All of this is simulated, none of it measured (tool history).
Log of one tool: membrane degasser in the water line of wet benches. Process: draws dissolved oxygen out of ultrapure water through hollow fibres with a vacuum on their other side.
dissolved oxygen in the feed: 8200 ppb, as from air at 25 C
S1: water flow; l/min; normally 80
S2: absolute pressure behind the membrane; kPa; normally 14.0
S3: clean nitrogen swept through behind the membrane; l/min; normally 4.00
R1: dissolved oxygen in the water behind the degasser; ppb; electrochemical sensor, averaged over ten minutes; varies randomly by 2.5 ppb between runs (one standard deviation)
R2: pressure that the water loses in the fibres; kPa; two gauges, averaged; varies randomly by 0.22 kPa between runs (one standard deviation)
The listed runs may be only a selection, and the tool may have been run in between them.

run,day,S1,S2,S3,R1,R2
1,0.000,80,14.0,4.00,585.6,55.73
2,8.112,80,31.0,4.00,1209.9,55.78
3,13.117,67,14.0,4.00,461.7,46.72
4,21.454,80,12.9,4.00,547.0,55.86
5,30.121,55,12.9,4.00,332.2,38.15
6,38.471,55,12.9,4.00,333.2,38.31
7,44.146,55,12.9,4.00,331.8,38.24
8,51.096,55,12.9,4.00,332.5,38.17
9,57.375,80,14.0,4.00,588.5,55.95
10,62.629,80,14.0,4.00,582.8,55.89
11,71.904,80,14.0,4.00,592.6,55.57
12,77.275,55,9.9,3.55,266.6,38.34
13,85.496,93,14.0,1.67,1211.1,65.26
14,92.433,93,14.0,1.67,1204.9,64.69
# day 94.200: seals of the vacuum lines changed
15,100.075,93,14.0,1.67,1207.3,65.29
16,107.771,93,14.0,1.67,1204.1,65.52
17,116.546,93,14.0,1.67,1207.0,65.15
18,121.988,67,14.0,3.62,508.0,46.99
19,127.488,105,23.8,7.11,925.2,74.19
20,136.392,120,14.0,1.98,1445.6,84.68
21,144.525,120,14.0,1.98,1435.3,84.77

Alternative continuations, all from the tool just after run 21; predict every row:
A,152.004,84,14.4,4.00,?,?
B,152.004,120,8.7,3.69,?,?
C,152.004,59,14.0,1.98,?,?
D,152.004,94,33.0,2.99,?,?
E,152.004,73,30.9,4.00,?,?

run,R1,R2
A,651.0,59.27
B,784.7,85.02
C,681.4,41.80
D,1793.0,66.76
E,1105.9,51.53
With the hidden condition removed and each run's random variation left untouched, the same runs would have given:
run,R1,R2
A,624.6,57.30
B,734.8,82.19
C,664.7,40.41
D,1766.3,64.56
E,1087.7,49.82
